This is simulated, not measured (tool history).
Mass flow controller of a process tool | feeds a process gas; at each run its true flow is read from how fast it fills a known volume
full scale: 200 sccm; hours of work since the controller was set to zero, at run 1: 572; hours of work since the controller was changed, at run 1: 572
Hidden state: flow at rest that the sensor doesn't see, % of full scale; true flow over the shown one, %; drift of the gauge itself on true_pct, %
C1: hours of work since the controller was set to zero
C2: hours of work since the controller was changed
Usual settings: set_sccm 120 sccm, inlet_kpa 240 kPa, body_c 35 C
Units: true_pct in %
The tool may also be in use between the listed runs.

{"run": 1, "hour": 0.0, "set_sccm": 120, "inlet_kpa": 240, "body_c": 35, "C1": 572, "C2": 572, "true_pct": 100.59}
{"run": 2, "hour": 123.6, "set_sccm": 120, "inlet_kpa": 240, "body_c": 35, "C1": 631, "C2": 631, "true_pct": 100.64}
{"run": 3, "hour": 187.9, "set_sccm": 120, "inlet_kpa": 240, "body_c": 35, "C1": 661, "C2": 661, "true_pct": 100.67}
{"run": 4, "hour": 323.6, "set_sccm": 52, "inlet_kpa": 240, "body_c": 35, "C1": 726, "C2": 726, "true_pct": 100.68}
{"run": 5, "hour": 402.5, "set_sccm": 52, "inlet_kpa": 240, "body_c": 35, "C1": 764, "C2": 764, "true_pct": 100.7}
{"run": 6, "hour": 524.3, "set_sccm": 52, "inlet_kpa": 240, "body_c": 35, "C1": 823, "C2": 823, "true_pct": 100.8}
{"run": 7, "hour": 592.2, "set_sccm": 120, "inlet_kpa": 206, "body_c": 35, "C1": 855, "C2": 855, "true_pct": 100.77}
{"run": 8, "hour": 706.0, "set_sccm": 120, "inlet_kpa": 206, "body_c": 35, "C1": 910, "C2": 910, "true_pct": 100.68}
{"run": 9, "hour": 842.9, "set_sccm": 120, "inlet_kpa": 240, "body_c": 35, "C1": 975, "C2": 975, "true_pct": 101.15}
{"run": 10, "hour": 967.7, "set_sccm": 120, "inlet_kpa": 153, "body_c": 35, "C1": 1035, "C2": 1035, "true_pct": 100.8}
{"run": 11, "hour": 1050.9, "set_sccm": 120, "inlet_kpa": 153, "body_c": 35, "C1": 1075, "C2": 1075, "true_pct": 100.78}
{"run": 12, "hour": 1132.4, "set_sccm": 120, "inlet_kpa": 240, "body_c": 24, "C1": 1114, "C2": 1114, "true_pct": 100.71}
{"run": 13, "hour": 1216.5, "set_sccm": 120, "inlet_kpa": 240, "body_c": 24, "C1": 1154, "C2": 1154, "true_pct": 100.49}
{"run": 14, "hour": 1275.1, "set_sccm": 120, "inlet_kpa": 240, "body_c": 24, "C1": 1182, "C2": 1182, "true_pct": 100.59}
{"run": 15, "hour": 1342.1, "set_sccm": 24, "inlet_kpa": 194, "body_c": 25, "C1": 1214, "C2": 1214, "true_pct": 100.3}
{"run": 16, "hour": 1453.9, "set_sccm": 29, "inlet_kpa": 194, "body_c": 25, "C1": 1268, "C2": 1268, "true_pct": 100.42}
{"run": 17, "hour": 1518.7, "set_sccm": 120, "inlet_kpa": 220, "body_c": 35, "C1": 1299, "C2": 1299, "true_pct": 101.33}
{"run": 18, "hour": 1589.1, "set_sccm": 120, "inlet_kpa": 220, "body_c": 35, "C1": 1332, "C2": 1332, "true_pct": 101.25}
{"run": 19, "hour": 1670.4, "set_sccm": 120, "inlet_kpa": 220, "body_c": 35, "C1": 1371, "C2": 1371, "true_pct": 101.46}
{"run": 20, "hour": 1765.8, "set_sccm": 110, "inlet_kpa": 272, "body_c": 28, "C1": 1417, "C2": 1417, "true_pct": 101.14}
{"run": 21, "hour": 1899.0, "set_sccm": 110, "inlet_kpa": 272, "body_c": 28, "C1": 1481, "C2": 1481, "true_pct": 101.29}
{"run": 22, "hour": 1989.8, "set_sccm": 110, "inlet_kpa": 272, "body_c": 28, "C1": 1524, "C2": 1524, "true_pct": 101.35}
{"run": 23, "hour": 2082.1, "set_sccm": 33, "inlet_kpa": 240, "body_c": 30, "C1": 1569, "C2": 1569, "true_pct": 101.29}
{"run": 24, "hour": 2216.1, "set_sccm": 61, "inlet_kpa": 142, "body_c": 35, "C1": 1633, "C2": 1633, "true_pct": 101.17}
{"run": 25, "hour": 2344.0, "set_sccm": 128, "inlet_kpa": 142, "body_c": 35, "C1": 1694, "C2": 1694, "true_pct": 101.52}
{"run": 26, "hour": 2443.0, "set_sccm": 74, "inlet_kpa": 256, "body_c": 35, "C1": 1741, "C2": 1741, "true_pct": 101.69}
{"run": 27, "hour": 2556.8, "set_sccm": 26, "inlet_kpa": 142, "body_c": 35, "C1": 1796, "C2": 1796, "true_pct": 101.39}
{"run": 28, "hour": 2689.6, "set_sccm": 120, "inlet_kpa": 188, "body_c": 32, "C1": 1860, "C2": 1860, "true_pct": 101.63}

3 ways to go on from here, each from the tool as it stands after run 28. What would each give?
{"run": "A", "hour": 2785.6, "set_sccm": 89, "inlet_kpa": 188, "body_c": 32, "C1": 1905, "C2": 1905, "true_pct": "?"}
{"run": "B", "hour": 2785.6, "set_sccm": 28, "inlet_kpa": 222, "body_c": 40, "C1": 1905, "C2": 1905, "true_pct": "?"}
{"run": "C", "hour": 2785.6, "set_sccm": 120, "inlet_kpa": 227, "body_c": 35, "C1": 1905, "C2": 1905, "true_pct": "?"}

run=A true_pct=101.52
run=B true_pct=102.09
run=C true_pct=102
Without the tool's hidden state the same runs would have given:
run=A true_pct=100.07
run=B true_pct=100.65
run=C true_pct=100.54
